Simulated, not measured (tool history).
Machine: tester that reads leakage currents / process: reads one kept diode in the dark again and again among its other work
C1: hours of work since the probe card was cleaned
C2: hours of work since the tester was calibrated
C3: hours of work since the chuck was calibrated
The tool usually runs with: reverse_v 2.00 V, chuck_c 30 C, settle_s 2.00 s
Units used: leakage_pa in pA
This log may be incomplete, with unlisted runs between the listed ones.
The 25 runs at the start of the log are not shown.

{"run": 26, "hour": 1346.4, "reverse_v": 2.0, "chuck_c": 46, "settle_s": 0.45, "C1": 1112, "C2": 1852, "C3": 2022, "leakage_pa": 57.86}
{"run": 27, "hour": 1392.6, "reverse_v": 2.0, "chuck_c": 54, "settle_s": 4.18, "C1": 1133, "C2": 1873, "C3": 2043, "leakage_pa": 99.06}
{"run": 28, "hour": 1458.7, "reverse_v": 2.0, "chuck_c": 30, "settle_s": 1.83, "C1": 1164, "C2": 1904, "C3": 2073, "leakage_pa": 17.93}
{"run": 29, "hour": 1488.1, "reverse_v": 4.14, "chuck_c": 30, "settle_s": 2.6, "C1": 1177, "C2": 1917, "C3": 2087, "leakage_pa": 27.62}
{"run": 30, "hour": 1536.8, "reverse_v": 3.41, "chuck_c": 31, "settle_s": 1.91, "C1": 1200, "C2": 1940, "C3": 2110, "leakage_pa": 26.31}
{"run": 31, "hour": 1575.1, "reverse_v": 3.41, "chuck_c": 31, "settle_s": 1.91, "C1": 1218, "C2": 1957, "C3": 2127, "leakage_pa": 26.38}
{"run": 32, "hour": 1623.6, "reverse_v": 12.65, "chuck_c": 30, "settle_s": 2.0, "C1": 1240, "C2": 1980, "C3": 2150, "leakage_pa": 55.3}
{"run": 33, "hour": 1683.9, "reverse_v": 4.0, "chuck_c": 36, "settle_s": 2.0, "C1": 1268, "C2": 2008, "C3": 2178, "leakage_pa": 41.03}
{"run": 34, "hour": 1754.9, "reverse_v": 4.0, "chuck_c": 22, "settle_s": 0.48, "C1": 1301, "C2": 2041, "C3": 2210, "leakage_pa": 17.66}
{"run": 35, "hour": 1794.7, "reverse_v": 2.56, "chuck_c": 22, "settle_s": 0.85, "C1": 1319, "C2": 2059, "C3": 2229, "leakage_pa": 12.57}
{"run": 36, "hour": 1859.9, "reverse_v": 2.56, "chuck_c": 22, "settle_s": 0.85, "C1": 1349, "C2": 2089, "C3": 2259, "leakage_pa": 12.65}
{"run": 37, "hour": 1898.4, "reverse_v": 15.19, "chuck_c": 56, "settle_s": 1.01, "C1": 1367, "C2": 2107, "C3": 2277, "leakage_pa": 342.38}
{"run": 38, "hour": 1964.8, "reverse_v": 2.85, "chuck_c": 41, "settle_s": 1.01, "C1": 1398, "C2": 2138, "C3": 2307, "leakage_pa": 48.92}
{"run": 39, "hour": 1996.5, "reverse_v": 2.85, "chuck_c": 41, "settle_s": 1.01, "C1": 1412, "C2": 2152, "C3": 2322, "leakage_pa": 48.7}

Alternative continuations, all from the tool just after run 39; predict every row:
{"run": "A", "hour": 2041.5, "reverse_v": 2.45, "chuck_c": 31, "settle_s": 1.5, "C1": 1433, "C2": 2173, "C3": 2343, "leakage_pa": "?"}
{"run": "B", "hour": 2041.5, "reverse_v": 2.0, "chuck_c": 34, "settle_s": 2.81, "C1": 1433, "C2": 2173, "C3": 2343, "leakage_pa": "?"}
{"run": "C", "hour": 2041.5, "reverse_v": 2.85, "chuck_c": 41, "settle_s": 0.63, "C1": 1433, "C2": 2173, "C3": 2343, "leakage_pa": "?"}
{"run": "D", "hour": 2041.5, "reverse_v": 2.85, "chuck_c": 51, "settle_s": 3.87, "C1": 1433, "C2": 2173, "C3": 2343, "leakage_pa": "?"}

run=A leakage_pa=22.13
run=B leakage_pa=24.09
run=C leakage_pa=49.40
run=D leakage_pa=97.66
What these runs would have given with no unlogged condition in the tool:
run=A leakage_pa=21.44
run=B leakage_pa=24.15
run=C leakage_pa=50.77
run=D leakage_pa=103.39

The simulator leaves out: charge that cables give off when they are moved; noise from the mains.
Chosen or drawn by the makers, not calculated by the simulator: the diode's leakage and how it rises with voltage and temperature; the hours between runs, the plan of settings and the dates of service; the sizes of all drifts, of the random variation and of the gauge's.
